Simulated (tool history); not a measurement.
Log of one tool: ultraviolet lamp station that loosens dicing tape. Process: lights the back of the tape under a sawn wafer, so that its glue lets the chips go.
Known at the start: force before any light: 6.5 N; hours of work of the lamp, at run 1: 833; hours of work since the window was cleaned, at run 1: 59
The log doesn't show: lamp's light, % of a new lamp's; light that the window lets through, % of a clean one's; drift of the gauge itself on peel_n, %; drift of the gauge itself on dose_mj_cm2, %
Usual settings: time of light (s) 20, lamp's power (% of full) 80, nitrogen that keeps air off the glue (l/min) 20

| run | hour | time of light (s) | lamp's power (% of full) | nitrogen that keeps air off the glue (l/min) | hours of work of the lamp | hours of work since the window was cleaned | force that peels the tape off (N) | light that reached the tape (mJ/cm²) |
|---|---|---|---|---|---|---|---|---|
| 1 | 0.0 | 20 | 80 | 20 | 833 | 59 | 0.452 | 197 |
| 2 | 16.0 | 20 | 80 | 20 | 844 | 69 | 0.445 | 190 |
| 3 | 38.2 | 20 | 80 | 20 | 859 | 85 | 0.453 | 194 |
| 4 | 52.7 | 20 | 80 | 20 | 869 | 94 | 0.455 | 189 |
| 5 | 72.4 | 20 | 80 | 20 | 883 | 108 | 0.459 | 190 |
| 6 | 88.6 | 20 | 80 | 20 | 894 | 119 | 0.469 | 191 |
| 7 | 117.0 | 20 | 80 | 20 | 913 | 138 | 0.477 | 188 |
| 8 | 137.2 | 20 | 80 | 20 | 927 | 152 | 0.492 | 186 |
| 9 | 156.4 | 20 | 80 | 20 | 940 | 165 | 0.492 | 184 |
|  | 159.7 | window cleaned of glue's vapour |
| 10 | 178.9 | 20 | 80 | 20 | 955 | 13 | 0.510 | 182 |
| 11 | 208.0 | 20 | 80 | 19 | 974 | 33 | 0.531 | 182 |
| 12 | 234.0 | 20 | 80 | 19 | 992 | 51 | 0.568 | 179 |
|  | 250.6 | window cleaned of glue's vapour, once more |
| 13 | 253.1 | 20 | 70 | 16 | 1005 | 2 | 0.820 | 160 |
| 14 | 281.8 | 20 | 70 | 16 | 1024 | 21 | 0.800 | 155 |
|  | 287.0 | lamp changed |
| 15 | 309.5 | 22 | 73 | 23 | 15 | 39 | 0.215 | 253 |
| 16 | 334.7 | 22 | 73 | 23 | 32 | 57 | 0.230 | 257 |
| 17 | 357.0 | 14 | 80 | 13 | 48 | 72 | 0.808 | 177 |
| 18 | 370.4 | 14 | 93 | 8 | 57 | 81 | 0.905 | 204 |
| 19 | 391.2 | 14 | 65 | 8 | 71 | 95 | 1.562 | 141 |
| 20 | 418.2 | 11 | 94 | 6 | 89 | 113 | 1.597 | 158 |

3 ways to go on from here, each from the tool as it stands after run 20. What would each give?
| A | 443.7 | 24 | 80 | 7 | 107 | 131 | ? | ? |
| B | 443.7 | 11 | 86 | 9 | 107 | 131 | ? | ? |
| C | 443.7 | 11 | 74 | 6 | 107 | 131 | ? | ? |

| run | force that peels the tape off (N) | light that reached the tape (mJ/cm²) |
|---|---|---|
| A | 0.462 | 297 |
| B | 1.465 | 150 |
| C | 2.060 | 123 |
Without the tool's hidden state the same runs would have given:
| run | force that peels the tape off (N) | light that reached the tape (mJ/cm²) |
|---|---|---|
| A | 0.399 | 317 |
| B | 1.327 | 160 |
| C | 1.913 | 131 |

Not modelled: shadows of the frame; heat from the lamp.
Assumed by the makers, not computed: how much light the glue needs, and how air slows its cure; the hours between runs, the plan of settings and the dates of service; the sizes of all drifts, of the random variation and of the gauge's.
